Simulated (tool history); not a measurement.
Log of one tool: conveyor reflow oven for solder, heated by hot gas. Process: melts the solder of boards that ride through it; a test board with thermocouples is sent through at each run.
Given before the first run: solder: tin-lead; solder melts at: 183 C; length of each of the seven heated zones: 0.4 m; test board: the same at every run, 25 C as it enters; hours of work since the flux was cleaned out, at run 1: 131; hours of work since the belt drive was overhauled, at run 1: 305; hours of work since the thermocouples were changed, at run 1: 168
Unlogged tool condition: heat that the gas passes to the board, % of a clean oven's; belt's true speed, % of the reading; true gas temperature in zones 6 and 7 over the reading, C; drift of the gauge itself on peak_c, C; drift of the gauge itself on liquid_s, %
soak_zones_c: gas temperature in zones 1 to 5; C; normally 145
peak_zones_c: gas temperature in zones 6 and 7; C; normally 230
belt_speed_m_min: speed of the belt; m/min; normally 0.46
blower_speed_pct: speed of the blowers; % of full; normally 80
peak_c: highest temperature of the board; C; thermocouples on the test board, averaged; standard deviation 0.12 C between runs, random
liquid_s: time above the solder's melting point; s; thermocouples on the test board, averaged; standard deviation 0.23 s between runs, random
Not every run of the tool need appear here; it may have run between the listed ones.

| run | hour | soak_zones_c | peak_zones_c | belt_speed_m_min | blower_speed_pct | hours of work since the flux was cleaned out | hours of work since the belt drive was overhauled | hours of work since the thermocouples were changed | peak_c | liquid_s |
|---|---|---|---|---|---|---|---|---|---|---|
| 1 | 0 | 145 | 230 | 0.46 | 80 | 131 | 305 | 168 | 220.7 | 87.4 |
| 2 | 7.8 | 145 | 230 | 0.46 | 80 | 136 | 310 | 173 | 220.6 | 87.5 |
| 3 | 12.7 | 145 | 230 | 0.46 | 80 | 139 | 313 | 176 | 220.7 | 87.9 |
| 4 | 20.1 | 145 | 230 | 0.46 | 66 | 143 | 317 | 180 | 218.2 | 84.2 |
| 5 | 27.9 | 148 | 230 | 0.46 | 66 | 148 | 322 | 185 | 218.7 | 87.2 |
| 6 | 37.2 | 145 | 230 | 0.482 | 80 | 153 | 327 | 190 | 219.7 | 82.9 |
| 7 | 44.7 | 145 | 230 | 0.46 | 80 | 157 | 332 | 195 | 220.8 | 87.9 |
| 8 | 51.4 | 145 | 230 | 0.46 | 80 | 161 | 336 | 198 | 220.7 | 87.6 |
| 9 | 60.3 | 145 | 230 | 0.46 | 79 | 167 | 341 | 204 | 220.5 | 87.4 |
| 10 | 66.4 | 145 | 230 | 0.46 | 79 | 170 | 345 | 207 | 220.6 | 87.9 |
| 11 | 70.6 | 145 | 230 | 0.46 | 79 | 173 | 347 | 210 | 220.6 | 87.5 |
| 12 | 79 | 145 | 230 | 0.46 | 79 | 178 | 352 | 215 | 220.5 | 87.4 |
| 13 | 87.4 | 145 | 228 | 0.46 | 80 | 183 | 357 | 220 | 218.8 | 85.9 |
| 14 | 96.7 | 158 | 230 | 0.46 | 90 | 188 | 363 | 225 | 223.5 | 97.4 |
| 15 | 105.7 | 145 | 230 | 0.479 | 77 | 194 | 368 | 231 | 219.3 | 82.5 |
| 16 | 115.2 | 158 | 230 | 0.442 | 60 | 199 | 374 | 236 | 220.1 | 97.6 |
| 17 | 122.9 | 138 | 219 | 0.519 | 73 | 204 | 378 | 241 | 205.5 | 57.2 |
| 18 | 128.3 | 138 | 219 | 0.519 | 73 | 207 | 381 | 244 | 205.4 | 57.6 |
| 19 | 138.4 | 145 | 225 | 0.537 | 80 | 213 | 387 | 250 | 212.4 | 66.6 |
| 20 | 142.7 | 152 | 230 | 0.46 | 79 | 216 | 390 | 253 | 221.5 | 92.3 |
| 21 | 148.2 | 147 | 230 | 0.485 | 80 | 219 | 393 | 256 | 219.8 | 83.1 |
| 22 | 152.3 | 152 | 235 | 0.46 | 89 | 221 | 396 | 258 | 227.2 | 96.6 |
| 23 | 160.2 | 154 | 225 | 0.46 | 89 | 226 | 400 | 263 | 218 | 91.1 |
| 24 | 167 | 133 | 225 | 0.471 | 89 | 230 | 404 | 267 | 215.5 | 75.6 |
| 25 | 173.1 | 145 | 225 | 0.474 | 89 | 234 | 408 | 271 | 217.1 | 82 |

Results for each run, recomputed without the tool's hidden state and with each run's random variation untouched:
| run | peak_c | liquid_s |
|---|---|---|
| 1 | 220.9 | 87 |
| 2 | 220.7 | 87.1 |
| 3 | 220.9 | 87.5 |
| 4 | 218.3 | 83.8 |
| 5 | 218.8 | 86.7 |
| 6 | 219.9 | 82.6 |
| 7 | 221 | 87.5 |
| 8 | 220.9 | 87.2 |
| 9 | 220.7 | 87 |
| 10 | 220.8 | 87.5 |
| 11 | 220.8 | 87.1 |
| 12 | 220.7 | 87 |
| 13 | 219 | 85.5 |
| 14 | 223.6 | 96.7 |
| 15 | 219.6 | 82.1 |
| 16 | 220 | 96.8 |
| 17 | 205.8 | 57.5 |
| 18 | 205.7 | 57.9 |
| 19 | 212.8 | 66.7 |
| 20 | 221.6 | 91.7 |
| 21 | 220 | 82.7 |
| 22 | 227.4 | 95.9 |
| 23 | 218.1 | 90.5 |
| 24 | 215.9 | 75.6 |
| 25 | 217.3 | 81.7 |
